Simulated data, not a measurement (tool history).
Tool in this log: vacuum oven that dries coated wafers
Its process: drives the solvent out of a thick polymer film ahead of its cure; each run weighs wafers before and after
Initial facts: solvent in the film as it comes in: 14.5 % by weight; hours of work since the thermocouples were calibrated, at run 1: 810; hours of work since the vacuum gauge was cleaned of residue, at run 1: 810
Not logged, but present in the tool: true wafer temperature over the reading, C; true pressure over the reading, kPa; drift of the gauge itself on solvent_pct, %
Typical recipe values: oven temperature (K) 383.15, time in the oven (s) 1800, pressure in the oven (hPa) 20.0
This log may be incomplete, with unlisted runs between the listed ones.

| run | day | oven temperature (K) | time in the oven (s) | pressure in the oven (hPa) | hours of work since the thermocouples were calibrated | hours of work since the vacuum gauge was cleaned of residue | solvent left in the film (%) |
|---|---|---|---|---|---|---|---|
| 1 | 0.000 | 383.15 | 1800 | 20.0 | 810 | 810 | 1.79 |
| 2 | 2.050 | 383.15 | 1920 | 20.0 | 835 | 835 | 1.66 |
| 3 | 5.658 | 383.15 | 1920 | 20.0 | 879 | 879 | 1.66 |
| 4 | 7.667 | 383.15 | 1920 | 20.0 | 903 | 903 | 1.65 |
| 5 | 9.525 | 392.15 | 1920 | 20.0 | 926 | 926 | 0.98 |
| 6 | 11.250 | 392.15 | 1920 | 20.0 | 947 | 947 | 1.00 |
| 7 | 14.229 | 383.15 | 1800 | 20.0 | 983 | 983 | 1.85 |
|  | 14.462 | oven's thermocouples calibrated |
| 8 | 17.175 | 383.15 | 1800 | 20.0 | 33 | 1018 | 1.80 |
|  | 18.108 | vacuum gauge cleaned of residue and calibrated |
| 9 | 19.512 | 383.15 | 1800 | 20.0 | 61 | 17 | 1.68 |
| 10 | 23.200 | 383.15 | 1800 | 20.0 | 105 | 62 | 1.71 |
| 11 | 26.375 | 383.15 | 1800 | 20.0 | 144 | 100 | 1.70 |
| 12 | 29.304 | 383.15 | 1800 | 20.0 | 180 | 136 | 1.69 |
| 13 | 32.554 | 385.15 | 1800 | 14.3 | 219 | 175 | 1.22 |
| 14 | 35.121 | 395.15 | 1800 | 11.9 | 250 | 207 | 0.53 |
|  | 36.354 | oven's thermocouples calibrated, once more |
| 15 | 38.879 | 395.15 | 1800 | 11.9 | 31 | 251 | 0.52 |
| 16 | 41.675 | 383.15 | 1140 | 20.0 | 65 | 285 | 2.95 |
| 17 | 44.483 | 393.15 | 1440 | 12.6 | 99 | 319 | 0.86 |
| 18 | 46.308 | 396.15 | 1380 | 11.3 | 121 | 342 | 0.72 |
| 19 | 48.992 | 376.15 | 1920 | 11.3 | 154 | 374 | 2.07 |
| 20 | 51.808 | 376.15 | 1920 | 11.3 | 188 | 408 | 1.99 |
| 21 | 55.458 | 376.15 | 1920 | 11.3 | 232 | 453 | 2.05 |
| 22 | 59.083 | 376.15 | 1920 | 11.3 | 276 | 497 | 2.10 |
| 23 | 61.917 | 383.15 | 2880 | 17.5 | 310 | 531 | 1.06 |
| 24 | 64.912 | 383.15 | 1800 | 56.6 | 347 | 568 | 3.36 |

Some steps in solvent left in the film (%) between neighbouring runs. How much of each would the tool show without its hidden state too (settings, what came in, random variation), and how much is left for the hidden state, with any gauge scatter that isn't in both results?
Run 6 -> 7: oven temperature (K) 392.15 -> 383.15, time in the oven (s) 1920 -> 1800. solvent left in the film (%) +0.85: hidden state +0.05, all else +0.80.
Run 8 -> 9: vacuum gauge cleaned of residue and calibrated. solvent left in the film (%) -0.12: hidden state -0.16, all else +0.04.
Run 15 -> 16: oven temperature (K) 395.15 -> 383.15, time in the oven (s) 1800 -> 1140, pressure in the oven (hPa) 11.9 -> 20.0. solvent left in the film (%) +2.43: hidden state -0.02, all else +2.45.
Run 23 -> 24: time in the oven (s) 2880 -> 1800, pressure in the oven (hPa) 17.5 -> 56.6. solvent left in the film (%) +2.30: hidden state +0.01, all else +2.29.

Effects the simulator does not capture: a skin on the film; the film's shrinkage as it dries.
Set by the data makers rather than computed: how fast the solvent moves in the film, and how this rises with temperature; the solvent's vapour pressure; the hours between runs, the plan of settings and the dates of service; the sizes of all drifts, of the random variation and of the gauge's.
